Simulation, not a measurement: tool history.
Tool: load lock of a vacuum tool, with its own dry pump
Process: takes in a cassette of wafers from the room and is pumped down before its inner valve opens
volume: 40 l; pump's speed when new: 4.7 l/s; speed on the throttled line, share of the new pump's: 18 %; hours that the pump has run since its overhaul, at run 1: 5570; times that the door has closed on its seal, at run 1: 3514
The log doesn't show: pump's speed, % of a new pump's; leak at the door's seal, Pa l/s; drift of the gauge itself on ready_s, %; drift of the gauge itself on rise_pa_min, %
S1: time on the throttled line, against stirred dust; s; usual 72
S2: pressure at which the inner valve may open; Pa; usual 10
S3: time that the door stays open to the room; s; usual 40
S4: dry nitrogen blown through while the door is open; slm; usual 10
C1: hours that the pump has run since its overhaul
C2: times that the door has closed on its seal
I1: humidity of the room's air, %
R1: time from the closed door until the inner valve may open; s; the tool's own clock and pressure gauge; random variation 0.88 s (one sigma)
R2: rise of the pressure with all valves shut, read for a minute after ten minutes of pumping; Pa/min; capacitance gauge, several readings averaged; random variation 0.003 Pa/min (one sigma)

run 1 hour=0 | S1=72 S2=10 S3=40 S4=10 | C1=5570 C2=3514 | I1=43.9 | R1=137.9 R2=0.04
run 2 hour=145.4 | S1=72 S2=10 S3=40 S4=10 | C1=5715 C2=4176 | I1=42.1 | R1=138.2 R2=0.032
run 3 hour=298.5 | S1=72 S2=10 S3=40 S4=18 | C1=5868 C2=4873 | I1=45.9 | R1=138.4 R2=0.038
run 4 hour=423.9 | S1=72 S2=10 S3=40 S4=18 | C1=5994 C2=5444 | I1=46.5 | R1=137.9 R2=0.033
run 5 hour=587.3 | S1=72 S2=10 S3=40 S4=10 | C1=6157 C2=6188 | I1=43.9 | R1=137.4 R2=0.04
run 6 hour=737.8 | S1=72 S2=10 S3=40 S4=10 | C1=6308 C2=6873 | I1=46.8 | R1=137.4 R2=0.04
run 7 hour=839.6 | S1=72 S2=10 S3=40 S4=10 | C1=6409 C2=7337 | I1=41.3 | R1=136.7 R2=0.029
run 8 hour=967.1 | S1=59 S2=10 S3=40 S4=10 | C1=6537 C2=7917 | I1=47.3 | R1=127.8 R2=0.038
run 9 hour=1121.8 | S1=72 S2=10 S3=40 S4=10 | C1=6692 C2=8621 | I1=42.2 | R1=139.3 R2=0.039
run 10 hour=1220.1 | S1=72 S2=10 S3=40 S4=10 | C1=6790 C2=9069 | I1=42.6 | R1=137.7 R2=0.034
run 11 hour=1309.2 | S1=72 S2=10 S3=40 S4=10 | C1=6879 C2=9474 | I1=45.2 | R1=137.8 R2=0.041
run 12 hour=1461.9 | S1=72 S2=10 S3=40 S4=10 | C1=7032 C2=10169 | I1=45.7 | R1=138.7 R2=0.037
run 13 hour=1577.9 | S1=72 S2=10 S3=40 S4=25 | C1=7148 C2=10697 | I1=43.1 | R1=134.9 R2=0.031
run 14 hour=1717.4 | S1=72 S2=10 S3=39 S4=10 | C1=7287 C2=11332 | I1=43.1 | R1=137.7 R2=0.034
run 15 hour=1854 | S1=72 S2=10 S3=39 S4=10 | C1=7424 C2=11954 | I1=43.5 | R1=136.7 R2=0.038
run 16 hour=1979.4 | S1=72 S2=10 S3=39 S4=20 | C1=7549 C2=12525 | I1=46.3 | R1=136.8 R2=0.022
run 17 hour=2075.5 | S1=72 S2=10 S3=40 S4=10 | C1=7645 C2=12962 | I1=44.8 | R1=137.8 R2=0.035
run 18 hour=2141.4 | S1=72 S2=10 S3=40 S4=10 | C1=7711 C2=13263 | I1=41.5 | R1=138 R2=0.039
run 19 hour=2234.5 | S1=72 S2=10 S3=111 S4=10 | C1=7804 C2=13686 | I1=42.6 | R1=137.6 R2=0.061
run 20 hour=2392.3 | S1=69 S2=16 S3=40 S4=19 | C1=7962 C2=14405 | I1=46.6 | R1=131.1 R2=0.032
run 21 hour=2530.5 | S1=72 S2=11 S3=56 S4=5 | C1=8100 C2=15034 | I1=41.4 | R1=137.4 R2=0.046
run 22 hour=2665.5 | S1=87 S2=11 S3=56 S4=10 | C1=8235 C2=15649 | I1=42.2 | R1=148.5 R2=0.046
run 23 hour=2741.7 | S1=72 S2=8 S3=40 S4=13 | C1=8311 C2=15995 | I1=44.5 | R1=139.8 R2=0.034
run 24 hour=2835.9 | S1=118 S2=10 S3=40 S4=10 | C1=8406 C2=16424 | I1=45.3 | R1=175.3 R2=0.041
run 25 hour=2925.7 | S1=118 S2=10 S3=40 S4=10 | C1=8495 C2=16833 | I1=44.2 | R1=176.7 R2=0.037
run 26 hour=3044.4 | S1=118 S2=10 S3=40 S4=10 | C1=8614 C2=17373 | I1=46.2 | R1=176.8 R2=0.042
run 27 hour=3172.9 | S1=118 S2=10 S3=40 S4=10 | C1=8743 C2=17958 | I1=44.9 | R1=175.8 R2=0.034
run 28 hour=3242.7 | S1=90 S2=9 S3=74 S4=6 | C1=8813 C2=18276 | I1=45.6 | R1=152.3 R2=0.059
run 29 hour=3376.9 | S1=90 S2=9 S3=74 S4=6 | C1=8947 C2=18887 | I1=44.2 | R1=153.6 R2=0.055
run 30 hour=3510.9 | S1=90 S2=9 S3=74 S4=6 | C1=9081 C2=19497 | I1=45.4 | R1=153.9 R2=0.057
run 31 hour=3669.6 | S1=96 S2=10 S3=74 S4=20 | C1=9239 C2=20219 | I1=45.4 | R1=157.6 R2=0.041
run 32 hour=3829.9 | S1=43 S2=10 S3=224 S4=10 | C1=9400 C2=20949 | I1=43.7 | R1=113.9 R2=0.101
run 33 hour=3913 | S1=52 S2=17 S3=224 S4=31 | C1=9483 C2=21327 | I1=47.1 | R1=116.7 R2=0.063
run 34 hour=4034.6 | S1=52 S2=17 S3=224 S4=31 | C1=9604 C2=21881 | I1=42.6 | R1=115.6 R2=0.063
run 35 hour=4146.8 | S1=52 S2=17 S3=224 S4=31 | C1=9717 C2=22392 | I1=44.9 | R1=117.2 R2=0.06
run 36 hour=4286.7 | S1=52 S2=18 S3=142 S4=34 | C1=9857 C2=23029 | I1=46 | R1=117.1 R2=0.037
run 37 hour=4375.4 | S1=86 S2=9 S3=40 S4=7 | C1=9945 C2=23432 | I1=47.6 | R1=150.1 R2=0.044

3 ways to go on from here, each from the tool as it stands after run 37. What would each give?
run A hour=4451.6 | S1=54 S2=15 S3=40 S4=7 | C1=10021 C2=23779 | I1=46.6 | R1=? R2=?
run B hour=4451.6 | S1=72 S2=9 S3=40 S4=10 | C1=10021 C2=23779 | I1=48.5 | R1=? R2=?
run C hour=4451.6 | S1=46 S2=9 S3=40 S4=41 | C1=10021 C2=23779 | I1=44 | R1=? R2=?

run=A R1=120 R2=0.039
run=B R1=140 R2=0.042
run=C R1=117.4 R2=0.018
Without the tool's hidden state the same runs would have given:
run=A R1=120 R2=0.039
run=B R1=140 R2=0.041
run=C R1=117.4 R2=0.018
